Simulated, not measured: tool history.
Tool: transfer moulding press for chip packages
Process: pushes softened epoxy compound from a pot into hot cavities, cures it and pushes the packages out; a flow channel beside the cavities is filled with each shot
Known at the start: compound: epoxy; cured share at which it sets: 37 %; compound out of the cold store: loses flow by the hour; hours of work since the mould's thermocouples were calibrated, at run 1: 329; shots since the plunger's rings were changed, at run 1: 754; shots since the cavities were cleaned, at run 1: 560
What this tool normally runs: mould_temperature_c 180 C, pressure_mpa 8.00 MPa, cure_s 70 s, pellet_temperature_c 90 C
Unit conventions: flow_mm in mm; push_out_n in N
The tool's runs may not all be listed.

run   hour  mould_temperature_c  pressure_mpa  cure_s  pellet_temperature_c  hours of work since the mould's thermocouples were calibrated  shots since the plunger's rings were changed  shots since the cavities were cleaned  incoming compound's hours out of the cold store  flow_mm  push_out_n
  1    0.0                  180          8.00      70                    90                                                            329                                           754                                    560                                             40.2      734         537
      21.4  -- cavities cleaned with cleaning compound and waxed
      82.3  -- cavities cleaned with cleaning compound and waxed
  2   95.2                  180          8.00      70                    90                                                            382                                          1989                                    173                                             16.2      798         517
     145.2  -- cavities cleaned with cleaning compound and waxed
  3  186.9                  180          8.00      70                    90                                                            434                                          3196                                    558                                             46.7      706         526
     207.7  -- cavities cleaned with cleaning compound and waxed
  4  245.7                  180          9.49      70                    90                                                            467                                          3962                                    508                                             27.1      820         549
     272.6  -- plunger's sealing rings changed
     274.1  -- cavities cleaned with cleaning compound and waxed
     334.3  -- cavities cleaned with cleaning compound and waxed
  5  339.8                  180          9.49      70                    90                                                            517                                           859                                     74                                             27.4      841         457
     395.2  -- cavities cleaned with cleaning compound and waxed
     421.6  -- mould's thermocouples calibrated
  6  421.8                  180          9.49      70                    90                                                              0                                          1910                                    330                                             43.4      791         483
     459.6  -- cavities cleaned with cleaning compound and waxed
  7  474.2                  180          9.49      70                    90                                                             29                                          2591                                    196                                             31.1      814         469
     521.8  -- cavities cleaned with cleaning compound and waxed
  8  521.8                  180          8.00      70                    90                                                             56                                          3207                                      0                                             41.7      719         411
     586.0  -- cavities cleaned with cleaning compound and waxed
     602.2  -- plunger's sealing rings changed
  9  603.8                  180          8.00      70                    90                                                            100                                            21                                    205                                             33.4      756         476
     650.7  -- cavities cleaned with cleaning compound and waxed
 10  668.8                  180          8.00      70                    90                                                            137                                           872                                    242                                             41.9      720         467
     713.4  -- cavities cleaned with cleaning compound and waxed
 11  717.7                  180          8.00      70                    90                                                            164                                          1506                                     58                                             23.2      774         451
 12  768.2                  180          8.00      70                    90                                                            193                                          2181                                    733                                             24.5      768         623
     777.0  -- cavities cleaned with cleaning compound and waxed
 13  827.7                  180          7.01      70                    90                                                            226                                          2957                                    677                                             15.3      741         638
     837.1  -- cavities cleaned with cleaning compound and waxed
 14  870.9                  180          7.01      70                    90                                                            250                                          3516                                    453                                             46.2      661         535
     902.5  -- cavities cleaned with cleaning compound and waxed
     932.2  -- plunger's sealing rings changed
 15  945.0                  180          8.00      70                    93                                                            290                                           171                                    535                                             30.0      767         583

Run 16, settings as shown, results not yet in. Your forecast:
     966.3  -- cavities cleaned with cleaning compound and waxed
 16  987.8                  172          7.85      88                    90                                                            313                                           723                                    287                                             26.1        ?           ?

{"run 16": {"flow_mm": 790, "push_out_n": 523}}
Minus the tool's unlogged condition, the same run would have read flow_mm 791 mm, push_out_n 416 N.
